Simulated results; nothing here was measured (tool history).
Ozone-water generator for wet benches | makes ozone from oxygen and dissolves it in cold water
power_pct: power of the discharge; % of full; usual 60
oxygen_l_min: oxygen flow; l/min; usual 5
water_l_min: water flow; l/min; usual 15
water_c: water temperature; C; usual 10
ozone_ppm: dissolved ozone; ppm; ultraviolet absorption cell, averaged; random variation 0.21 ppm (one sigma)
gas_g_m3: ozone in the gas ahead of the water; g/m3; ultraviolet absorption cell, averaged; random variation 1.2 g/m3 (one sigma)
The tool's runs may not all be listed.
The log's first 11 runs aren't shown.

run     day  power_pct  oxygen_l_min  water_l_min  water_c  hours of work since the electrodes were changed  hours of work since the contactor was cleaned  hours of work since the thermometer was calibrated  ozone_ppm  gas_g_m3
 12  45.617         60             5           15       10                                             4350                                            615                                                2010       27.1       206
 13  48.383         60             5           15       10                                             4392                                            657                                                2052       27.4     205.5
 14  51.933         60             5           15       10                                             4446                                            712                                                2106         27     207.6
 15  57.042         60             5           15       10                                             4524                                            789                                                2184         27     207.1
 16  62.471         60             5           15       10                                             4607                                            872                                                2267         27     206.7
 17  65.954         60             5           15        6                                             4660                                            925                                                2320       28.3     205.8
 18  69.792         60             5           15        6                                             4718                                            984                                                2378       28.5     205.4
 19  74.433         60             5           15        6                                             4789                                           1054                                                2449       28.3     205.5
 20  77.421         60             5           15        6                                             4835                                           1100                                                2494       28.3     203.5
 21  80.471         60             5           15        6                                             4881                                           1147                                                2541         28     205.3
 22  84.029         70          3.87           12        6                                             4935                                           1201                                                2595       36.8     258.6
 23  88.717         60          3.17           12       10                                             5007                                           1272                                                2667       32.2     263.2
 24  91.796         84             5           17       10                                             5054                                           1319                                                2714       28.7     250.1

Run 25 comes next. What will it give?
 25  96.033         84          3.18           13        6                                             5118                                           1384                                                2778          ?         ?

ozone_ppm: 37.5 ppm
gas_g_m3: 322.7 g/m3
Without the tool's hidden state the same run would have given ozone_ppm 43.6 ppm, gas_g_m3 368 g/m3.

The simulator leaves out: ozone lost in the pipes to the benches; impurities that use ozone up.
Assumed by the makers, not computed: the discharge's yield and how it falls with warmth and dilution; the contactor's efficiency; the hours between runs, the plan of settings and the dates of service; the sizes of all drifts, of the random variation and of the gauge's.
